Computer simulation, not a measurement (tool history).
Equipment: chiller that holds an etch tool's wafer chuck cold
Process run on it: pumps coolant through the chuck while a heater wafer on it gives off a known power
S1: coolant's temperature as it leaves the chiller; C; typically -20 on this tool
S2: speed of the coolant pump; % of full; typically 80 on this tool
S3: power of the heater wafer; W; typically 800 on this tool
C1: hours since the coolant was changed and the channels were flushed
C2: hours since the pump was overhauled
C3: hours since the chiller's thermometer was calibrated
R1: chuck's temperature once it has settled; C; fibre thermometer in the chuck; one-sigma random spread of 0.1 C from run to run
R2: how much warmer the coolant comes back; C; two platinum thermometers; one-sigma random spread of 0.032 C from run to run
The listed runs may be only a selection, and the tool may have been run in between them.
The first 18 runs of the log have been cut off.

run 19 hour=980 | S1=-20 S2=81 S3=473 | C1=2722 C2=2094 C3=3391 | R1=-15 R2=1.96
run 20 hour=1051.7 | S1=-24 S2=86 S3=473 | C1=2794 C2=2165 C3=3463 | R1=-19.5 R2=1.77
run 21 hour=1098 | S1=-14 S2=64 S3=976 | C1=2840 C2=2212 C3=3509 | R1=-1.4 R2=5.09
run 22 hour=1153.5 | S1=-23 S2=71 S3=976 | C1=2896 C2=2267 C3=3564 | R1=-11.7 R2=4.6
run 23 hour=1216.6 | S1=-22 S2=76 S3=740 | C1=2959 C2=2330 C3=3628 | R1=-13.6 R2=3.22
run 24 hour=1278.2 | S1=-27 S2=80 S3=454 | C1=3021 C2=2392 C3=3689 | R1=-22.2 R2=1.8
run 25 hour=1315.6 | S1=-15 S2=93 S3=771 | C1=3058 C2=2429 C3=3727 | R1=-8.1 R2=2.59
run 26 hour=1356.3 | S1=-20 S2=95 S3=800 | C1=3099 C2=2470 C3=3767 | R1=-12.9 R2=2.61
run 27 hour=1408 | S1=-10 S2=80 S3=667 | C1=3150 C2=2522 C3=3819 | R1=-3.1 R2=2.61
run 28 hour=1440.1 | S1=-20 S2=63 S3=941 | C1=3182 C2=2554 C3=3851 | R1=-7.7 R2=4.98
-- hour=1487.4 coolant changed, channels flushed
run 29 hour=1510.2 | S1=-20 S2=63 S3=941 | C1=23 C2=2618 C3=3915 | R1=-7.9 R2=4.91
run 30 hour=1543.2 | S1=-20 S2=73 S3=800 | C1=56 C2=2651 C3=3948 | R1=-10.9 R2=3.52
run 31 hour=1609.4 | S1=-20 S2=73 S3=800 | C1=122 C2=2717 C3=4014 | R1=-11 R2=3.54
run 32 hour=1655.3 | S1=-23 S2=78 S3=683 | C1=168 C2=2763 C3=4060 | R1=-15.7 R2=2.78

4 options for the next run, each taken on its own from the tool as it stands now. Forecast them:
run A hour=1721.9 | S1=-23 S2=80 S3=683 | C1=235 C2=2830 C3=4127 | R1=? R2=?
run B hour=1721.9 | S1=-21 S2=91 S3=1024 | C1=235 C2=2830 C3=4127 | R1=? R2=?
run C hour=1721.9 | S1=-20 S2=80 S3=669 | C1=235 C2=2830 C3=4127 | R1=? R2=?
run D hour=1721.9 | S1=-20 S2=95 S3=677 | C1=235 C2=2830 C3=4127 | R1=? R2=?

run=A R1=-16.1 R2=2.58
run=B R1=-11.5 R2=3.47
run=C R1=-12.9 R2=2.59
run=D R1=-14 R2=2.1
Without the tool's hidden state the same runs would have given:
run=A R1=-16.2 R2=2.82
run=B R1=-11.5 R2=3.71
run=C R1=-13 R2=2.83
run=D R1=-14 R2=2.34
